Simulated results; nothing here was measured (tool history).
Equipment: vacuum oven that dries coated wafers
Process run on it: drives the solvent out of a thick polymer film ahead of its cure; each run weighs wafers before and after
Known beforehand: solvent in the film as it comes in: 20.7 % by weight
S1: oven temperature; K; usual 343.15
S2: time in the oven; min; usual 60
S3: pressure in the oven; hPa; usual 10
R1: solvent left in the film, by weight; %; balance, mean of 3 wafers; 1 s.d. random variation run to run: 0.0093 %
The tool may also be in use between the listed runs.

run    hour      S1  S2    S3     R1
  1       0  343.15  60    10   1.14
  2    22.3  343.15  60    10  1.154
  3    65.2  343.15  60    10  1.151
  4    87.3  343.15  60    10  1.128
  5   126.4  331.15  60    10   4.24
  6   166.4  343.15  60    10  1.139
  7   192.6  336.15  60    10  2.519
  8   224.1  358.15  60    10  0.443
  9   251.4  358.15  60    10  0.432
 10   299.1  358.15  60    10   0.42
 11   346.9  343.15  60    10  1.137
 12   367.1  343.15  60    10  1.134
 13   394.3  338.15  60    10  2.013
 14   441.2  338.15  60    10  2.002
 15   461.1  338.15  60    10  1.985
 16   483.7  343.15  60  19.8  1.865
 17   505.5  343.15  60    26  2.328
 18   539.6  343.15  60    26  2.309
 19   580.6  343.15  60  17.5  1.695
 20   615.6  343.15  60  17.5  1.693
 21   661.7  343.15  60    10  1.141
 22   689.7  329.15  60    10  4.936
 23   712.8  329.15  60   9.8  4.866
 24   752.8  329.15  60   9.8  4.901
 25   776.5  343.15  31   6.2  2.693
 26   806.7  341.15  44  23.2  3.177
 27   851.4  356.15  80  23.2  1.064
 28   874.7  354.15  60  30.8  1.508
 29   895.2  354.15  60  30.8  1.514
 30   930.5  333.15  60   5.2  2.877
 31   959.9  333.15  60   5.2   2.88
      975.4  -- oven's thermocouples calibrated
 32  1004.8  333.15  60   5.2  3.928
 33  1032.5  351.15  67  23.5  1.517
 34  1067.1  351.15  67  23.5  1.515
 35  1100.4  333.15  83   9.2   2.93
 36  1144.1  335.15  60  22.8  4.998
 37  1175.5  350.15  42  28.5  2.263
 38  1199.3  343.15  74    10  1.242
 39  1235.1  335.15  35   6.3   6.13
 40    1277  335.15  35   6.3  6.134
 41  1305.9  335.15  35   6.3  6.134
 42  1353.4  335.15  35   6.3   6.12
 43    1387  347.15  51    10  1.232
 44    1429  347.15  51    10  1.223
 45  1450.6  334.15  60  22.3  5.313
 46  1478.7  334.15  60  37.7  6.905

Run 47 is up next; what results do you expect?
 47  1509.2  334.15  60  37.7   ?

{"run 47": {"R1": 6.878}}
Take away the tool's hidden state, keep the run-to-run variation as it was, and the same run would have given R1 6.58 %.
